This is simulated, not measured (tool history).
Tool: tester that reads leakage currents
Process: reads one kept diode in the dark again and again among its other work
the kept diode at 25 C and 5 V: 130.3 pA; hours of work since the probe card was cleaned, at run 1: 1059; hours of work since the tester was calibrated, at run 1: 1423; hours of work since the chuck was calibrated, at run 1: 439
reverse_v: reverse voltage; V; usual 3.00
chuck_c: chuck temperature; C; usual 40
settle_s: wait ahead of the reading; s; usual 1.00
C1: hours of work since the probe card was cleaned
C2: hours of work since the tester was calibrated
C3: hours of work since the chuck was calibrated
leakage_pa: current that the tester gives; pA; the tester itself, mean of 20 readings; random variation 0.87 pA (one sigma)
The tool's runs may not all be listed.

{"run": 1, "hour": 0.0, "reverse_v": 3.0, "chuck_c": 40, "settle_s": 1.0, "C1": 1059, "C2": 1423, "C3": 439, "leakage_pa": 288.16}
{"run": 2, "hour": 52.3, "reverse_v": 3.0, "chuck_c": 40, "settle_s": 1.0, "C1": 1081, "C2": 1445, "C3": 461, "leakage_pa": 288.19}
{"run": 3, "hour": 88.4, "reverse_v": 3.0, "chuck_c": 38, "settle_s": 1.0, "C1": 1097, "C2": 1460, "C3": 476, "leakage_pa": 254.18}
{"run": 4, "hour": 136.5, "reverse_v": 3.0, "chuck_c": 38, "settle_s": 1.0, "C1": 1117, "C2": 1481, "C3": 497, "leakage_pa": 253.82}
{"run": 5, "hour": 200.0, "reverse_v": 3.0, "chuck_c": 38, "settle_s": 1.0, "C1": 1144, "C2": 1508, "C3": 524, "leakage_pa": 254.96}
{"run": 6, "hour": 228.9, "reverse_v": 3.0, "chuck_c": 38, "settle_s": 1.0, "C1": 1156, "C2": 1520, "C3": 536, "leakage_pa": 254.12}
{"run": 7, "hour": 294.6, "reverse_v": 6.8, "chuck_c": 40, "settle_s": 0.79, "C1": 1184, "C2": 1548, "C3": 564, "leakage_pa": 422.63}
{"run": 8, "hour": 332.1, "reverse_v": 8.04, "chuck_c": 48, "settle_s": 0.52, "C1": 1200, "C2": 1563, "C3": 580, "leakage_pa": 762.29}
{"run": 9, "hour": 391.0, "reverse_v": 3.0, "chuck_c": 40, "settle_s": 0.83, "C1": 1225, "C2": 1588, "C3": 604, "leakage_pa": 290.28}
{"run": 10, "hour": 419.0, "reverse_v": 5.33, "chuck_c": 40, "settle_s": 1.17, "C1": 1237, "C2": 1600, "C3": 616, "leakage_pa": 376.86}
{"run": 11, "hour": 462.6, "reverse_v": 3.0, "chuck_c": 28, "settle_s": 1.0, "C1": 1255, "C2": 1619, "C3": 635, "leakage_pa": 127.95}
{"run": 12, "hour": 493.2, "reverse_v": 3.0, "chuck_c": 28, "settle_s": 1.0, "C1": 1268, "C2": 1632, "C3": 648, "leakage_pa": 128.0}

Forecast each of these 3 alternatives for the next run:
{"run": "A", "hour": 553.6, "reverse_v": 3.0, "chuck_c": 28, "settle_s": 1.77, "C1": 1293, "C2": 1657, "C3": 673, "leakage_pa": "?"}
{"run": "B", "hour": 553.6, "reverse_v": 2.61, "chuck_c": 28, "settle_s": 4.91, "C1": 1293, "C2": 1657, "C3": 673, "leakage_pa": "?"}
{"run": "C", "hour": 553.6, "reverse_v": 3.0, "chuck_c": 55, "settle_s": 0.56, "C1": 1293, "C2": 1657, "C3": 673, "leakage_pa": "?"}

run=A leakage_pa=127.56
run=B leakage_pa=119.66
run=C leakage_pa=743.01
Without the tool's hidden state the same runs would have given:
run=A leakage_pa=127.49
run=B leakage_pa=119.60
run=C leakage_pa=742.79

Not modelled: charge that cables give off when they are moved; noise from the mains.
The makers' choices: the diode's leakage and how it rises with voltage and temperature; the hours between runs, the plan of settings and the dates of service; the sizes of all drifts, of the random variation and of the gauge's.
